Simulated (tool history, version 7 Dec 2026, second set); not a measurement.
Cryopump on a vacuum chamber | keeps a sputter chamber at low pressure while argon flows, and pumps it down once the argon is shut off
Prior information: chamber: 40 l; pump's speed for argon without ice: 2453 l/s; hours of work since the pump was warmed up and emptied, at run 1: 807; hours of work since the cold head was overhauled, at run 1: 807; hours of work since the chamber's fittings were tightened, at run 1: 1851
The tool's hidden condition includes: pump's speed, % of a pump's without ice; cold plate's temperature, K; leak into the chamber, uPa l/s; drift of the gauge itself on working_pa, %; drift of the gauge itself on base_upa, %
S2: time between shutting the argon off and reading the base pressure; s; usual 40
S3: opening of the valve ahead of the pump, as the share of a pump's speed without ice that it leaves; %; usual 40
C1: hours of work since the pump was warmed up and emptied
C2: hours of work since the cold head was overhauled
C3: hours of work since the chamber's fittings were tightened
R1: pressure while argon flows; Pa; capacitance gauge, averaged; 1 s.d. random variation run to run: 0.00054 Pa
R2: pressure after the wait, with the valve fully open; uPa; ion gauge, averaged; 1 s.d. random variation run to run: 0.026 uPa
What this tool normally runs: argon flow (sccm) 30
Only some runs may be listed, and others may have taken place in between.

run 1 day=0 | argon_flow_(sccm)=30 S2=40 S3=40 | C1=807 C2=807 C3=1851 | R1=0.0548 R2=1.67
run 2 day=1.654 | argon_flow_(sccm)=30 S2=40 S3=40 | C1=838 C2=838 C3=1882 | R1=0.0553 R2=1.65
run 3 day=4.212 | argon_flow_(sccm)=30 S2=40 S3=16 | C1=886 C2=886 C3=1930 | R1=0.1333 R2=1.6
run 4 day=6.162 | argon_flow_(sccm)=30 S2=40 S3=16 | C1=922 C2=922 C3=1966 | R1=0.1334 R2=1.64
run 5 day=7.321 | argon_flow_(sccm)=30 S2=40 S3=40 | C1=944 C2=944 C3=1988 | R1=0.0557 R2=1.63
run 6 day=9.929 | argon_flow_(sccm)=13 S2=40 S3=40 | C1=993 C2=993 C3=2037 | R1=0.0243 R2=1.71
run 7 day=12.625 | argon_flow_(sccm)=13 S2=40 S3=40 | C1=1043 C2=1043 C3=2087 | R1=0.0249 R2=1.66
run 8 day=14.175 | argon_flow_(sccm)=16 S2=40 S3=40 | C1=1072 C2=1072 C3=2116 | R1=0.03 R2=1.77
run 9 day=16.604 | argon_flow_(sccm)=16 S2=40 S3=40 | C1=1118 C2=1118 C3=2162 | R1=0.0303 R2=1.76
-- day=17.921 pump warmed up, emptied and cooled again
run 10 day=19.296 | argon_flow_(sccm)=16 S2=40 S3=40 | C1=26 C2=1164 C3=2208 | R1=0.0271 R2=1.65
run 11 day=21.579 | argon_flow_(sccm)=14 S2=73 S3=40 | C1=69 C2=1207 C3=2251 | R1=0.0249 R2=1.18
run 12 day=23.088 | argon_flow_(sccm)=15 S2=75 S3=41 | C1=97 C2=1235 C3=2279 | R1=0.0253 R2=1.13
run 13 day=25.279 | argon_flow_(sccm)=38 S2=99 S3=57 | C1=138 C2=1276 C3=2320 | R1=0.046 R2=1.06
run 14 day=27.842 | argon_flow_(sccm)=38 S2=99 S3=57 | C1=186 C2=1324 C3=2368 | R1=0.0484 R2=1.1
run 15 day=29.838 | argon_flow_(sccm)=52 S2=99 S3=57 | C1=223 C2=1362 C3=2406 | R1=0.0648 R2=1.07
run 16 day=31.533 | argon_flow_(sccm)=16 S2=25 S3=16 | C1=255 C2=1393 C3=2437 | R1=0.0711 R2=2.24

Hidden state or all else? Some run-to-run changes of R1, split into what the settings, what came in and random variation would give without the hidden state, and what is left for the hidden state (with any gauge scatter that isn't in both results):
Run 2 -> 3: S3 40 -> 16. R1 +0.078 Pa: hidden state +0.0002, all else +0.0778.
Run 9 -> 10: pump warmed up, emptied and cooled again. R1 -0.0032 Pa: hidden state -0.0025, all else -0.0007.
